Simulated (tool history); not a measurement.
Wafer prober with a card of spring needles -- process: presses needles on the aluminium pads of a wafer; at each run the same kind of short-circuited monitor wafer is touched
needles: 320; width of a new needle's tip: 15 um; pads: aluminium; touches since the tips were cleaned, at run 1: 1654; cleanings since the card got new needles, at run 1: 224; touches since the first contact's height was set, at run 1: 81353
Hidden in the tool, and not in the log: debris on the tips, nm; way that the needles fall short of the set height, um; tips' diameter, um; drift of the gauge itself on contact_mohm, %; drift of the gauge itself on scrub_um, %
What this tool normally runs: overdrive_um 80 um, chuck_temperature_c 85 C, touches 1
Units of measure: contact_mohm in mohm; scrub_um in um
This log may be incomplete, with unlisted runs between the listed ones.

run,hour,overdrive_um,chuck_temperature_c,touches,touches since the tips were cleaned,cleanings since the card got new needles,touches since the first contact's height was set,contact_mohm,scrub_um
1,0.0,80,85,1,1654,224,81353,228,15.79
# hour 3.3: tips cleaned on abrasive film
# hour 9.7: tips cleaned on abrasive film
# hour 17.8: tips cleaned on abrasive film
# hour 25.8: tips cleaned on abrasive film
# hour 32.3: tips cleaned on abrasive film
# hour 40.3: tips cleaned on abrasive film
# hour 46.8: tips cleaned on abrasive film
# hour 53.3: tips cleaned on abrasive film
# hour 61.3: tips cleaned on abrasive film
# hour 69.4: tips cleaned on abrasive film
# hour 77.4: tips cleaned on abrasive film
2,79.1,80,85,1,698,235,113666,227,15.34
# hour 84.0: tips cleaned on abrasive film
# hour 90.4: tips cleaned on abrasive film
# hour 98.5: tips cleaned on abrasive film
# hour 104.9: tips cleaned on abrasive film
# hour 113.0: tips cleaned on abrasive film
# hour 119.4: tips cleaned on abrasive film
3,119.6,80,85,1,74,241,130200,218,15.10
# hour 126.1: tips cleaned on abrasive film
# hour 134.1: tips cleaned on abrasive film
# hour 140.6: tips cleaned on abrasive film
# hour 147.0: tips cleaned on abrasive film
# hour 155.1: tips cleaned on abrasive film
# hour 161.5: tips cleaned on abrasive film
# hour 168.0: tips cleaned on abrasive film
# hour 176.1: tips cleaned on abrasive film
# hour 182.5: tips cleaned on abrasive film
# hour 190.6: tips cleaned on abrasive film
# hour 198.6: tips cleaned on abrasive film
4,199.8,80,85,1,503,252,162975,225,15.01
# hour 206.3: tips cleaned on abrasive film
# hour 212.8: tips cleaned on abrasive film
# hour 220.8: tips cleaned on abrasive film
# hour 228.9: tips cleaned on abrasive film
# hour 240.9: card fitted with new needles
# hour 248.9: tips cleaned on abrasive film
# hour 256.9: tips cleaned on abrasive film
# hour 263.4: tips cleaned on abrasive film
# hour 271.5: tips cleaned on abrasive film
5,273.8,80,85,1,952,4,13466,217,15.82
# hour 278.6: tips cleaned on abrasive film
# hour 285.1: tips cleaned on abrasive film
# hour 293.1: tips cleaned on abrasive film
# hour 301.2: tips cleaned on abrasive film
# hour 309.2: tips cleaned on abrasive film
# hour 317.3: tips cleaned on abrasive film
# hour 325.3: tips cleaned on abrasive film
# hour 333.4: tips cleaned on abrasive film
# hour 339.8: tips cleaned on abrasive film
# hour 347.9: tips cleaned on abrasive film
# hour 355.9: tips cleaned on abrasive film
# hour 362.9: tips cleaned on abrasive film
6,362.9,80,85,1,0,16,49908,217,15.51
# hour 371.0: tips cleaned on abrasive film
# hour 377.4: tips cleaned on abrasive film
# hour 383.9: tips cleaned on abrasive film
# hour 391.9: tips cleaned on abrasive film
# hour 398.4: tips cleaned on abrasive film
# hour 406.5: tips cleaned on abrasive film
# hour 414.5: tips cleaned on abrasive film
# hour 421.0: tips cleaned on abrasive film
7,421.5,80,85,1,219,24,73838,215,15.66
# hour 428.0: tips cleaned on abrasive film
# hour 436.0: tips cleaned on abrasive film
# hour 444.1: tips cleaned on abrasive film
# hour 450.5: tips cleaned on abrasive film
# hour 458.6: tips cleaned on abrasive film
8,461.2,80,85,1,1084,29,90072,218,15.81
# hour 466.1: tips cleaned on abrasive film
# hour 472.5: tips cleaned on abrasive film
# hour 480.6: tips cleaned on abrasive film
# hour 488.6: tips cleaned on abrasive film
# hour 495.1: tips cleaned on abrasive film
# hour 501.5: tips cleaned on abrasive film
# hour 508.0: tips cleaned on abrasive film
9,514.1,80,38,1,2510,36,111685,216,15.54
# hour 515.7: tips cleaned on abrasive film
# hour 522.2: tips cleaned on abrasive film
# hour 528.7: tips cleaned on abrasive film
# hour 536.7: tips cleaned on abrasive film
# hour 544.8: tips cleaned on abrasive film
# hour 551.2: tips cleaned on abrasive film
# hour 559.3: tips cleaned on abrasive film
# hour 567.3: tips cleaned on abrasive film
# hour 573.8: tips cleaned on abrasive film
# hour 580.2: tips cleaned on abrasive film
10,580.9,80,38,1,272,46,138962,206,15.08
# hour 587.4: tips cleaned on abrasive film
# hour 595.4: tips cleaned on abrasive film
# hour 601.9: tips cleaned on abrasive film
# hour 608.3: tips cleaned on abrasive film
# hour 614.8: tips cleaned on abrasive film
# hour 622.8: tips cleaned on abrasive film
# hour 630.9: tips cleaned on abrasive film
11,635.9,91,39,1,2087,53,161467,209,17.17
# hour 637.6: tips cleaned on abrasive film
# hour 644.1: tips cleaned on abrasive film
# hour 650.5: tips cleaned on abrasive film
# hour 658.6: tips cleaned on abrasive film
# hour 665.1: tips cleaned on abrasive film
# hour 673.1: tips cleaned on abrasive film
# hour 679.6: tips cleaned on abrasive film
# hour 686.0: tips cleaned on abrasive film
12,689.9,74,81,2,1606,61,183493,221,13.96
# hour 693.2: tips cleaned on abrasive film
# hour 699.6: tips cleaned on abrasive film
# hour 706.1: tips cleaned on abrasive film
# hour 714.1: tips cleaned on abrasive film
# hour 722.2: tips cleaned on abrasive film
# hour 722.5: height of the first contact set anew
# hour 729.0: tips cleaned on abrasive film
13,729.8,85,26,3,359,67,2994,206,17.01
# hour 736.3: tips cleaned on abrasive film
# hour 742.7: tips cleaned on abrasive film
# hour 750.8: tips cleaned on abrasive film
# hour 757.3: tips cleaned on abrasive film
# hour 763.7: tips cleaned on abrasive film
# hour 770.2: tips cleaned on abrasive film
14,774.1,71,85,1,1609,73,21070,228,14.21

What will run 15 give?
# hour 777.3: tips cleaned on abrasive film
# hour 785.4: tips cleaned on abrasive film
# hour 793.4: tips cleaned on abrasive film
# hour 799.9: tips cleaned on abrasive film
# hour 807.9: tips cleaned on abrasive film
# hour 814.4: tips cleaned on abrasive film
# hour 820.9: tips cleaned on abrasive film
# hour 828.9: tips cleaned on abrasive film
# hour 837.0: tips cleaned on abrasive film
# hour 845.0: tips cleaned on abrasive film
# hour 853.1: tips cleaned on abrasive film
# hour 861.0: tips cleaned on abrasive film
15,861.0,71,73,2,0,85,56598,?,?

{"run 15": {"contact_mohm": 213, "scrub_um": 14.18}}
Had the tool carried no hidden state, the very same run would have given contact_mohm 211 mohm, scrub_um 14.58 um.

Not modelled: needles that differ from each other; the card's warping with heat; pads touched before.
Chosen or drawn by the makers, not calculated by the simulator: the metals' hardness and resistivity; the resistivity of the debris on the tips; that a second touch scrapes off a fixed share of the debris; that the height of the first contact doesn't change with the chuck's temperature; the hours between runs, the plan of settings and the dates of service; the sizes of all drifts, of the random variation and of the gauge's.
